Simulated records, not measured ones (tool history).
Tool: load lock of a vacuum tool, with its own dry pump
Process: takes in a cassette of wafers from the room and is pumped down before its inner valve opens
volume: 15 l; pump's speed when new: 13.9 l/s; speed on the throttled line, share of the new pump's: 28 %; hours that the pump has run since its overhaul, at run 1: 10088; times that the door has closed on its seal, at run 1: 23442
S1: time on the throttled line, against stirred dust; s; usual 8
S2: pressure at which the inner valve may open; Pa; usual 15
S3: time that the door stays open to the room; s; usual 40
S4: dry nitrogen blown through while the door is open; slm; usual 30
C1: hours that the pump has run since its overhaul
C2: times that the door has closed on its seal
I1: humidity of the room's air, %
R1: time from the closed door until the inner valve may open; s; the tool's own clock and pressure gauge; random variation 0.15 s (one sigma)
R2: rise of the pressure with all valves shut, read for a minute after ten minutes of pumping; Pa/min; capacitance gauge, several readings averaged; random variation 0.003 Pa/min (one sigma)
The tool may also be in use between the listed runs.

Run 1, hour 0: usual settings; C1 10088; C2 23442; I1 48.1. Result: R1 17 s, R2 0.075 Pa/min.
Run 2, hour 152.9: usual settings but S1 5 s; C1 10241; C2 24155; I1 42.8. Result: R1 15.3 s, R2 0.08 Pa/min.
Run 3, hour 267.5: usual settings but S1 5 s; C1 10355; C2 24690; I1 47.9. Result: R1 15 s, R2 0.079 Pa/min.
Run 4, hour 364.8: usual settings but S1 5 s; C1 10452; C2 25144; I1 42.9. Result: R1 14.9 s, R2 0.082 Pa/min.
Run 5, hour 506.3: usual settings; C1 10594; C2 25805; I1 45.5. Result: R1 17.2 s, R2 0.081 Pa/min.
Run 6, hour 662.9: usual settings; C1 10751; C2 26536; I1 46.6. Result: R1 17.4 s, R2 0.085 Pa/min.
Run 7, hour 841: usual settings; C1 10929; C2 27367; I1 46.2. Result: R1 17.5 s, R2 0.084 Pa/min.
Run 8, hour 975.1: usual settings; C1 11063; C2 27993; I1 44.1. Result: R1 17.2 s, R2 0.087 Pa/min.
Run 9, hour 1062.9: usual settings but S3 38 s; C1 11151; C2 28403; I1 42.4. Result: R1 16.7 s, R2 0.088 Pa/min.
Run 10, hour 1207.9: usual settings but S4 38 slm; C1 11296; C2 29080; I1 46.5. Result: R1 17.3 s, R2 0.085 Pa/min.
Run 11, hour 1375.4: usual settings but S4 38 slm; C1 11463; C2 29861; I1 44.6. Result: R1 17.3 s, R2 0.093 Pa/min.
Run 12, hour 1534.7: usual settings but S4 38 slm; C1 11622; C2 30605; I1 41.9. Result: R1 17.3 s, R2 0.088 Pa/min.
Run 13, hour 1654.8: usual settings but S1 5 s; C1 11742; C2 31165; I1 43.3. Result: R1 15.7 s, R2 0.096 Pa/min.
Run 14, hour 1783.4: usual settings but S3 96 s, S4 8 slm; C1 11871; C2 31765; I1 48.8. Result: R1 17.3 s, R2 0.158 Pa/min.
Run 15, hour 1898: usual settings but S3 96 s, S4 8 slm; C1 11986; C2 32300; I1 48.2. Result: R1 17.1 s, R2 0.164 Pa/min.
Run 16, hour 1975.3: usual settings but S1 6 s, S2 11 Pa, S3 49 s, S4 6 slm; C1 12063; C2 32661; I1 41.8. Result: R1 16.4 s, R2 0.13 Pa/min.
Run 17, hour 2048.7: usual settings but S1 6 s, S2 16 Pa, S3 49 s, S4 18 slm; C1 12136; C2 33004; I1 46.5. Result: R1 15.9 s, R2 0.115 Pa/min.
Run 18, hour 2216.7: usual settings but S1 7 s, S2 16 Pa, S3 39 s, S4 10 slm; C1 12304; C2 33788; I1 44.3. Result: R1 17 s, R2 0.124 Pa/min.
Run 19, hour 2316.3: usual settings but S1 14 s, S3 39 s, S4 34 slm; C1 12404; C2 34253; I1 45.2. Result: R1 21.4 s, R2 0.106 Pa/min.
Run 20, hour 2481.2: usual settings but S1 14 s, S3 39 s, S4 8 slm; C1 12569; C2 35022; I1 42.4. Result: R1 21.2 s, R2 0.126 Pa/min.
Run 21, hour 2651.4: usual settings but S1 4 s, S2 11 Pa, S3 113 s, S4 38 slm; C1 12739; C2 35817; I1 42.2. Result: R1 15.6 s, R2 0.126 Pa/min.
Run 22, hour 2829.8: usual settings but S1 5 s, S2 24 Pa, S3 104 s, S4 19 slm; C1 12917; C2 36650; I1 45.3. Result: R1 14.9 s, R2 0.15 Pa/min.
Run 23, hour 2945.9: usual settings but S1 5 s, S2 24 Pa, S3 104 s, S4 19 slm; C1 13034; C2 37191; I1 44. Result: R1 15.1 s, R2 0.153 Pa/min.
At hour 2994.5: dry pump taken out, an overhauled one fitted.
Run 24, hour 3108.4: usual settings but S1 5 s, S2 24 Pa, S3 104 s, S4 19 slm; C1 114; C2 37922; I1 44.6. Result: R1 12.7 s, R2 0.151 Pa/min.
Run 25, hour 3270.1: usual settings but S1 5 s, S2 24 Pa, S3 38 s, S4 19 slm; C1 276; C2 38677; I1 42.1. Result: R1 13 s, R2 0.126 Pa/min.

Forecast each of these 5 alternatives for the next run:
Run A, hour 3380.8: usual settings but S1 15 s, S2 14 Pa, S3 38 s, S4 6 slm; C1 386; C2 39193; I1 44.4. Result: R1 ?, R2 ?.
Run B, hour 3380.8: usual settings but S1 9 s, S2 24 Pa, S3 38 s, S4 42 slm; C1 386; C2 39193; I1 43.8. Result: R1 ?, R2 ?.
Run C, hour 3380.8: usual settings but S1 4 s, S2 11 Pa; C1 386; C2 39193; I1 44.9. Result: R1 ?, R2 ?.
Run D, hour 3380.8: usual settings but S1 5 s, S3 122 s, S4 9 slm; C1 386; C2 39193; I1 43.7. Result: R1 ?, R2 ?.
Run E, hour 3380.8: usual settings but S1 5 s, S2 14 Pa, S3 38 s, S4 19 slm; C1 386; C2 39193; I1 42.7. Result: R1 ?, R2 ?.

run    R1     R2
  A  20.4  0.149
  B  15.9   0.12
  C  12.8  0.122
  D  13.3  0.192
  E  13.3  0.133
Without the tool's hidden state the same runs would have given:
run    R1     R2
  A  20.4  0.054
  B  15.8  0.023
  C  12.7  0.026
  D  13.3  0.096
  E  13.3  0.036
